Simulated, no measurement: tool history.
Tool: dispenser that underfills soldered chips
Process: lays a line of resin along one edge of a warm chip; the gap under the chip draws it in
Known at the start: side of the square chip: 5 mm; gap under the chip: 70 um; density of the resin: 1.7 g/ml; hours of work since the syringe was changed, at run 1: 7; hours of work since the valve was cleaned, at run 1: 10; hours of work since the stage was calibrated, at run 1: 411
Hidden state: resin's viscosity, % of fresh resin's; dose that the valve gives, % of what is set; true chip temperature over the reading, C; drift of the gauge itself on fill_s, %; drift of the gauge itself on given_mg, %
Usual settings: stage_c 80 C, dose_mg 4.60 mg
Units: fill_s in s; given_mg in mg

| run | day | stage_c | dose_mg | hours of work since the syringe was changed | hours of work since the valve was cleaned | hours of work since the stage was calibrated | fill_s | given_mg |
|---|---|---|---|---|---|---|---|---|
| 1 | 0.000 | 80 | 4.60 | 7 | 10 | 411 | 47.4 | 4.61 |
|  | 0.092 | new syringe of resin |
| 2 | 0.592 | 80 | 4.60 | 8 | 19 | 421 | 49.5 | 4.57 |
|  | 0.650 | new syringe of resin |
| 3 | 0.958 | 80 | 4.60 | 5 | 25 | 427 | 39.9 | 4.56 |
|  | 1.183 | new syringe of resin |
| 4 | 1.425 | 80 | 4.60 | 4 | 33 | 434 | 38.0 | 4.54 |
|  | 1.725 | new syringe of resin |
| 5 | 1.817 | 70 | 4.60 | 2 | 39 | 441 | 50.6 | 4.53 |
|  | 2.058 | dispensing valve cleaned and set on the balance |
|  | 2.304 | new syringe of resin |
| 6 | 2.362 | 80 | 4.60 | 1 | 5 | 449 | 30.6 | 4.60 |
|  | 2.846 | new syringe of resin |
| 7 | 2.904 | 80 | 4.60 | 1 | 14 | 458 | 30.1 | 4.57 |
|  | 3.400 | new syringe of resin |
| 8 | 3.508 | 80 | 4.60 | 2 | 24 | 468 | 33.3 | 4.56 |
|  | 3.929 | new syringe of resin |
| 9 | 3.996 | 80 | 4.60 | 1 | 32 | 476 | 31.2 | 4.53 |
|  | 4.467 | new syringe of resin |
| 10 | 4.579 | 80 | 4.25 | 2 | 41 | 485 | 33.2 | 4.17 |
|  | 4.717 | dispensing valve cleaned and set on the balance |
|  | 5.046 | new syringe of resin |
| 11 | 5.267 | 80 | 4.25 | 4 | 9 | 496 | 36.9 | 4.23 |
|  | 5.592 | new syringe of resin |
| 12 | 5.675 | 80 | 4.25 | 1 | 16 | 503 | 31.9 | 4.24 |
| 13 | 6.042 | 80 | 4.25 | 8 | 22 | 509 | 47.5 | 4.22 |
|  | 6.150 | new syringe of resin |
| 14 | 6.512 | 80 | 4.25 | 6 | 30 | 517 | 42.6 | 4.21 |
|  | 6.692 | new syringe of resin |
| 15 | 7.183 | 80 | 4.25 | 8 | 41 | 527 | 49.4 | 4.19 |
|  | 7.238 | new syringe of resin |
|  | 7.346 | dispensing valve cleaned and set on the balance |
| 16 | 7.638 | 80 | 4.58 | 6 | 5 | 534 | 41.5 | 4.57 |
|  | 7.846 | new syringe of resin |
| 17 | 7.942 | 80 | 4.60 | 2 | 10 | 539 | 32.0 | 4.57 |
|  | 8.383 | new syringe of resin |
| 18 | 8.383 | 79 | 5.80 | 0 | 17 | 546 | 29.0 | 5.76 |
| 19 | 8.833 | 79 | 5.80 | 8 | 25 | 554 | 48.1 | 5.75 |
|  | 8.950 | new syringe of resin |
| 20 | 9.142 | 79 | 5.80 | 3 | 30 | 559 | 35.8 | 5.72 |
|  | 9.488 | new syringe of resin |
| 21 | 9.625 | 74 | 4.09 | 2 | 37 | 567 | 44.1 | 4.02 |
|  | 9.979 | dispensing valve cleaned and set on the balance |
|  | 10.054 | new syringe of resin |
| 22 | 10.333 | 83 | 5.95 | 5 | 6 | 578 | 32.1 | 5.95 |
|  | 10.633 | new syringe of resin |
| 23 | 10.879 | 81 | 4.71 | 4 | 15 | 587 | 34.6 | 4.66 |
|  | 11.179 | new syringe of resin |
| 24 | 11.192 | 77 | 4.54 | 0 | 20 | 592 | 32.5 | 4.49 |
| 25 | 11.617 | 66 | 4.02 | 7 | 27 | 599 | 88.3 | 3.98 |
|  | 11.708 | new syringe of resin |
| 26 | 12.083 | 82 | 4.15 | 6 | 34 | 606 | 38.8 | 4.08 |
|  | 12.262 | new syringe of resin |
|  | 12.621 | dispensing valve cleaned and set on the balance |
| 27 | 12.717 | 82 | 4.15 | 7 | 2 | 616 | 39.7 | 4.17 |
|  | 12.850 | new syringe of resin |
|  | 13.279 | stage's temperature calibrated |
| 28 | 13.388 | 82 | 4.60 | 8 | 12 | 2 | 50.4 | 4.59 |
|  | 13.458 | new syringe of resin |
| 29 | 13.912 | 92 | 4.78 | 8 | 21 | 10 | 30.8 | 4.74 |
|  | 14.038 | new syringe of resin |
| 30 | 14.375 | 92 | 4.78 | 6 | 28 | 18 | 27.4 | 4.75 |
|  | 14.579 | new syringe of resin |
| 31 | 15.062 | 92 | 4.78 | 8 | 39 | 29 | 32.5 | 4.73 |
|  | 15.108 | new syringe of resin |
|  | 15.288 | dispensing valve cleaned and set on the balance |
|  | 15.683 | new syringe of resin |
| 32 | 15.800 | 85 | 4.49 | 2 | 8 | 41 | 28.1 | 4.50 |
|  | 16.242 | new syringe of resin |
| 33 | 16.421 | 85 | 4.49 | 3 | 19 | 51 | 31.4 | 4.48 |

3 ways to go on from here, each from the tool as it stands after run 33. What would each give?
| A | 16.750 | 90 | 5.71 | 9 | 24 | 56 | ? | ? |
| B | 16.750 | 73 | 5.40 | 9 | 24 | 56 | ? | ? |
| C | 16.750 | 78 | 4.49 | 9 | 24 | 56 | ? | ? |

| run | fill_s | given_mg |
|---|---|---|
| A | 35.0 | 5.69 |
| B | 75.0 | 5.36 |
| C | 60.9 | 4.47 |
Without the tool's hidden state the same runs would have given:
| run | fill_s | given_mg |
|---|---|---|
| A | 20.5 | 5.72 |
| B | 43.9 | 5.39 |
| C | 35.8 | 4.49 |
